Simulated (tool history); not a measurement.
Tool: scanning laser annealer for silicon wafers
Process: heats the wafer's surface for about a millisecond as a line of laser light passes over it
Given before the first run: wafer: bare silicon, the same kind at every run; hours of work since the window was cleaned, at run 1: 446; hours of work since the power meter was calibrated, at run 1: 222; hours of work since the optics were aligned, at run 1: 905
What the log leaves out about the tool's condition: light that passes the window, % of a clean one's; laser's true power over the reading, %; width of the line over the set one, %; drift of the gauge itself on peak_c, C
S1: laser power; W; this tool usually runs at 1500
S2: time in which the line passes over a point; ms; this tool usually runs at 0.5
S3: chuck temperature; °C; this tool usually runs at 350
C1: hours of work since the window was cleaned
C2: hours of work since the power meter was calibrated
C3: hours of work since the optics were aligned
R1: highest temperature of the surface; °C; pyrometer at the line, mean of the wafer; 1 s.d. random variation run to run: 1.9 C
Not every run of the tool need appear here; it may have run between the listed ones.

| run | hour | S1 | S2 | S3 | C1 | C2 | C3 | R1 |
|---|---|---|---|---|---|---|---|---|
| 1 | 0 | 1500 | 0.5 | 350 | 446 | 222 | 905 | 1063 |
| 2 | 11.4 | 1500 | 0.5 | 350 | 451 | 227 | 911 | 1064 |
| 3 | 22.2 | 1500 | 0.5 | 350 | 456 | 232 | 916 | 1064 |
| 4 | 29.6 | 1500 | 0.5 | 350 | 459 | 235 | 919 | 1060 |
| 5 | 44.5 | 1500 | 0.445 | 350 | 466 | 242 | 926 | 1028 |
| 6 | 58.9 | 1500 | 0.445 | 350 | 473 | 249 | 932 | 1026 |
| 7 | 71.8 | 1500 | 0.5 | 350 | 479 | 255 | 938 | 1065 |
| 8 | 82.1 | 1500 | 0.5 | 350 | 484 | 259 | 943 | 1058 |
| 9 | 90.6 | 1500 | 0.5 | 350 | 487 | 263 | 947 | 1062 |
| 10 | 99.4 | 1500 | 0.5 | 350 | 491 | 267 | 951 | 1062 |
| 11 | 113.1 | 1500 | 0.5 | 350 | 498 | 274 | 957 | 1062 |
| 12 | 120.1 | 1500 | 0.5 | 368 | 501 | 277 | 960 | 1079 |
| 13 | 135.1 | 1500 | 0.5 | 368 | 508 | 284 | 967 | 1078 |
| 14 | 142.8 | 1500 | 0.5 | 368 | 511 | 287 | 971 | 1080 |
| 15 | 151 | 1500 | 0.5 | 368 | 515 | 291 | 975 | 1076 |
| 16 | 164.7 | 1500 | 0.5 | 368 | 521 | 297 | 981 | 1078 |
| 17 | 177.2 | 1500 | 0.5 | 368 | 527 | 303 | 986 | 1078 |
| 18 | 186.7 | 1500 | 0.398 | 350 | 531 | 307 | 991 | 994 |
| 19 | 194.1 | 1500 | 0.398 | 329 | 535 | 311 | 994 | 973 |
| 20 | 204.4 | 1500 | 0.398 | 329 | 539 | 315 | 999 | 973 |
| 21 | 214.3 | 1500 | 0.398 | 329 | 544 | 320 | 1003 | 972 |
| 22 | 228.8 | 1354 | 0.5 | 343 | 551 | 327 | 1010 | 977 |
| 23 | 235.1 | 1354 | 0.416 | 353 | 554 | 330 | 1013 | 936 |
| 24 | 242.6 | 1629 | 0.416 | 384 | 557 | 333 | 1016 | 1105 |
| 25 | 255.9 | 1386 | 0.374 | 384 | 563 | 339 | 1023 | 957 |
| 26 | 266.4 | 1500 | 0.57 | 350 | 568 | 344 | 1027 | 1097 |
| 27 | 279.4 | 1500 | 0.57 | 350 | 574 | 350 | 1033 | 1098 |
| 28 | 286.7 | 1307 | 0.385 | 379 | 577 | 353 | 1037 | 920 |
| 29 | 294.7 | 1467 | 0.361 | 324 | 581 | 357 | 1040 | 924 |
| 30 | 309.1 | 1466 | 0.362 | 366 | 587 | 363 | 1047 | 968 |
| 31 | 319.6 | 1312 | 0.5 | 337 | 592 | 368 | 1052 | 944 |
| 32 | 331.2 | 1312 | 0.5 | 337 | 598 | 374 | 1057 | 946 |
| 33 | 346.5 | 1318 | 0.447 | 351 | 605 | 381 | 1064 | 933 |
| 34 | 355.5 | 1318 | 0.447 | 351 | 609 | 385 | 1068 | 936 |
| 35 | 367.7 | 1500 | 0.426 | 312 | 614 | 390 | 1074 | 970 |
| 36 | 379.2 | 1500 | 0.426 | 312 | 620 | 395 | 1079 | 969 |
| 37 | 394.1 | 1408 | 0.5 | 334 | 626 | 402 | 1086 | 990 |
| 38 | 402.8 | 1408 | 0.5 | 334 | 630 | 406 | 1090 | 991 |
| 39 | 413.4 | 1500 | 0.5 | 332 | 635 | 411 | 1095 | 1038 |
| 40 | 426.7 | 1500 | 0.5 | 332 | 641 | 417 | 1101 | 1039 |
| 41 | 437.9 | 1305 | 0.59 | 317 | 646 | 422 | 1106 | 967 |

For some of the steps in R1 from one run to the next: how much would appear even if the tool had no hidden state, given the settings, what came in and random variation, and how much remains for the hidden state plus any gauge scatter that the measured result and the result without hidden state don't share?
Run 23 -> 24: S1 1354 -> 1629, S3 353 -> 384. R1 +169 °C: hidden state -6, all else +175.
Run 24 -> 25: S1 1629 -> 1386, S2 0.416 -> 0.374. R1 -148 °C: hidden state +5, all else -153.
Run 25 -> 26: S1 1386 -> 1500, S2 0.374 -> 0.57, S3 384 -> 350. R1 +140 °C: hidden state -6, all else +146.
Run 27 -> 28: S1 1500 -> 1307, S2 0.57 -> 0.385, S3 350 -> 379. R1 -178 °C: hidden state +8, all else -186.

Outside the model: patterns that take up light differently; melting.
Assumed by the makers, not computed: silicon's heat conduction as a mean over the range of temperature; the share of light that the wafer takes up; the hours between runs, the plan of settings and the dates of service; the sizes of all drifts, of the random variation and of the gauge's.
